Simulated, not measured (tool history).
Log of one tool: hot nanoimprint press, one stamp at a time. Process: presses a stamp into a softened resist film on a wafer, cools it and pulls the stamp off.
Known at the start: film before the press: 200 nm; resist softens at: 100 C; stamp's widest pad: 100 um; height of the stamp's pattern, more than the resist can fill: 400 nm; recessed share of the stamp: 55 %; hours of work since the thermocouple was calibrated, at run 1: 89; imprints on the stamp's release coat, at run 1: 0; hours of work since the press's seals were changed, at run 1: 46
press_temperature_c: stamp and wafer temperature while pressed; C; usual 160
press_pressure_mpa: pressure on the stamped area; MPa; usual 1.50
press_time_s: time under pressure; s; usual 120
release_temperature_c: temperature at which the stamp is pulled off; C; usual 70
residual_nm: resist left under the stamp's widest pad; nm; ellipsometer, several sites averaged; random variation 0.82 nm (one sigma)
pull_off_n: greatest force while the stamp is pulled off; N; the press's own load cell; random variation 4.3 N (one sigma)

run,hour,press_temperature_c,press_pressure_mpa,press_time_s,release_temperature_c,hours of work since the thermocouple was calibrated,imprints on the stamp's release coat,hours of work since the press's seals were changed,residual_nm,pull_off_n
1,0.0,160,1.50,120,70,89,0,46,110.1,222
2,6.8,160,1.73,120,70,93,19,50,105.9,215
3,17.2,160,1.50,120,70,99,49,56,109.0,210
4,24.4,160,1.50,120,70,104,70,60,111.6,219
5,34.8,160,1.50,120,70,110,100,67,111.3,214
6,43.4,160,1.50,120,70,115,124,72,110.9,220
7,56.4,160,1.50,86,70,122,161,79,123.5,221
8,66.3,160,1.50,86,70,128,190,85,124.6,225
9,78.2,160,1.50,86,70,135,223,92,123.0,230
# hour 82.2: plate thermocouple calibrated
10,92.6,160,1.50,86,70,6,256,99,124.8,229

The next listed run, before its measurement:
11,99.1,160,1.50,86,70,10,275,103,?,?

residual_nm: 126.2 nm
pull_off_n: 231 N
Without the tool's hidden state the same run would have given residual_nm 122.6 nm, pull_off_n 211 N.
